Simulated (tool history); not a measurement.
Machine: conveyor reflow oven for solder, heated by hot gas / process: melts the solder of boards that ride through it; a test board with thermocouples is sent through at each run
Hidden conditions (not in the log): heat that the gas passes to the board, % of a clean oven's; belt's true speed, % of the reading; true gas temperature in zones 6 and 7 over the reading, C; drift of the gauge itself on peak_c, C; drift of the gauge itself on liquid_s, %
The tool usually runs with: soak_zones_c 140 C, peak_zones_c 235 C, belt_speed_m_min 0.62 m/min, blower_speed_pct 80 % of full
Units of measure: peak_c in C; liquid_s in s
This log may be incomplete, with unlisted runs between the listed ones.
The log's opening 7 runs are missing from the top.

| run | hour | soak_zones_c | peak_zones_c | belt_speed_m_min | blower_speed_pct | hours of work since the flux was cleaned out | hours of work since the belt drive was overhauled | hours of work since the thermocouples were changed | peak_c | liquid_s |
|---|---|---|---|---|---|---|---|---|---|---|
| 8 | 77.3 | 131 | 235 | 0.665 | 80 | 30 | 114 | 721 | 213.7 | 48.9 |
| 9 | 84.8 | 140 | 235 | 0.622 | 80 | 35 | 119 | 726 | 217.6 | 59.1 |
| 10 | 93.6 | 140 | 235 | 0.622 | 80 | 41 | 125 | 732 | 217.4 | 58.9 |
|  | 104.6 | flux residue cleaned out of gas plates and filters, once more |
| 11 | 112.5 | 150 | 235 | 0.62 | 80 | 5 | 134 | 741 | 221.3 | 66.5 |
| 12 | 127 | 150 | 235 | 0.62 | 80 | 15 | 143 | 750 | 221.5 | 66.6 |
| 13 | 137.7 | 150 | 235 | 0.62 | 80 | 22 | 150 | 757 | 221.6 | 66.6 |
| 14 | 149.1 | 140 | 235 | 0.62 | 80 | 29 | 158 | 765 | 219.9 | 61.7 |
| 15 | 161.9 | 140 | 235 | 0.62 | 73 | 37 | 166 | 773 | 218.7 | 60.1 |
| 16 | 175.8 | 140 | 240 | 0.62 | 73 | 46 | 175 | 782 | 222.8 | 63 |
| 17 | 188.7 | 128 | 235 | 0.674 | 80 | 55 | 184 | 791 | 215.6 | 49.6 |
| 18 | 199.8 | 129 | 234 | 0.62 | 61 | 62 | 191 | 798 | 211.3 | 49.9 |
| 19 | 206.5 | 129 | 234 | 0.62 | 61 | 66 | 195 | 802 | 211.6 | 49.9 |
| 20 | 214.3 | 129 | 234 | 0.62 | 61 | 71 | 200 | 807 | 211.5 | 49.7 |
| 21 | 228.8 | 155 | 235 | 0.62 | 80 | 81 | 210 | 817 | 221.6 | 68.8 |
| 22 | 239 | 143 | 235 | 0.62 | 51 | 87 | 216 | 823 | 210.7 | 53.1 |
| 23 | 254 | 143 | 235 | 0.62 | 51 | 97 | 226 | 833 | 211 | 53.2 |
| 24 | 263.8 | 143 | 235 | 0.62 | 51 | 104 | 232 | 839 | 211.3 | 53.2 |
| 25 | 278.4 | 140 | 235 | 0.525 | 56 | 113 | 242 | 849 | 217.4 | 70.3 |
| 26 | 284.7 | 140 | 235 | 0.525 | 56 | 117 | 246 | 853 | 217.6 | 70.8 |
| 27 | 294.5 | 140 | 235 | 0.525 | 56 | 124 | 252 | 859 | 217.3 | 70.4 |
| 28 | 305.8 | 142 | 237 | 0.633 | 56 | 131 | 260 | 867 | 213.6 | 54.6 |
| 29 | 319.4 | 138 | 242 | 0.633 | 56 | 140 | 269 | 876 | 216.4 | 55.6 |
| 30 | 328.2 | 138 | 237 | 0.633 | 54 | 146 | 274 | 881 | 211.4 | 51 |
| 31 | 335.3 | 144 | 230 | 0.682 | 73 | 150 | 279 | 886 | 211.1 | 50.2 |

Below are 4 alternative next runs, each starting from the tool's condition after run 31. Predict each:
| A | 342.6 | 134 | 235 | 0.62 | 80 | 155 | 284 | 891 | ? | ? |
| B | 342.6 | 136 | 239 | 0.504 | 80 | 155 | 284 | 891 | ? | ? |
| C | 342.6 | 130 | 234 | 0.62 | 51 | 155 | 284 | 891 | ? | ? |
| D | 342.6 | 142 | 230 | 0.568 | 68 | 155 | 284 | 891 | ? | ? |

| run | peak_c | liquid_s |
|---|---|---|
| A | 218.6 | 58.3 |
| B | 227.1 | 80.8 |
| C | 206.8 | 44 |
| D | 214.4 | 63.7 |
Stripped of hidden state, with their random variation kept, the same runs would have yielded:
| run | peak_c | liquid_s |
|---|---|---|
| A | 222.4 | 60.8 |
| B | 230.8 | 82.7 |
| C | 210.1 | 47.5 |
| D | 218 | 66.4 |
